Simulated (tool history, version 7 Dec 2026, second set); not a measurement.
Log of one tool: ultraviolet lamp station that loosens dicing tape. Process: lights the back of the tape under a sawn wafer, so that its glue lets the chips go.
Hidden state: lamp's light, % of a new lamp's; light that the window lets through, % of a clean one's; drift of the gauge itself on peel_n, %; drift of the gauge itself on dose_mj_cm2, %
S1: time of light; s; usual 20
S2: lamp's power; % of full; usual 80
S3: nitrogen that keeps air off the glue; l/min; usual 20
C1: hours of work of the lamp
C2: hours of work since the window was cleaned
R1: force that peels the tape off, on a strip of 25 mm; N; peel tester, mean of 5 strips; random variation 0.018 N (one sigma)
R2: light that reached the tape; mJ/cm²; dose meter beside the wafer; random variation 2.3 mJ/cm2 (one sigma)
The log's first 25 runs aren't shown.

run   hour  S1  S2  S3   C1  C2     R1   R2
 26  156.3  20  79  20  100   5  0.935  230
 27  163.8  20  82  11  103   8  1.364  236
 28  172.8  20  82  11  107  12  1.360  242
 29  179.2  25  73   8  110  15  1.452  266
 30  184.5  25  73   8  112  17  1.447  269
 31  191.9  20  60  15  115  20  1.828  177
 32  196.5  17  74  14  117  22  1.771  181
 33  200.3  12  77  14  119  24  2.591  137
 34  206.5  12  77  14  121  27  2.641  131
 35  212.7  12  77  14  124  29  2.632  128
 36  217.8  12  77  14  126  32  2.599  135
 37  224.0  24  87  14  129  34  0.737  302

Forecast each of these 5 alternatives for the next run:
  A  232.4  17  72  21  133  38   ?   ?
  B  232.4  21  61  18  133  38   ?   ?
  C  232.4  24  71  18  133  38   ?   ?
  D  232.4  21  78  13  133  38   ?   ?
  E  232.4  30  62  23  133  38   ?   ?

run     R1   R2
  A  1.502  173
  B  1.462  188
  C  0.878  250
  D  1.275  237
  E  0.603  274
Without the tool's hidden state the same runs would have given:
run     R1   R2
  A  1.378  182
  B  1.343  198
  C  0.789  263
  D  1.160  250
  E  0.534  288

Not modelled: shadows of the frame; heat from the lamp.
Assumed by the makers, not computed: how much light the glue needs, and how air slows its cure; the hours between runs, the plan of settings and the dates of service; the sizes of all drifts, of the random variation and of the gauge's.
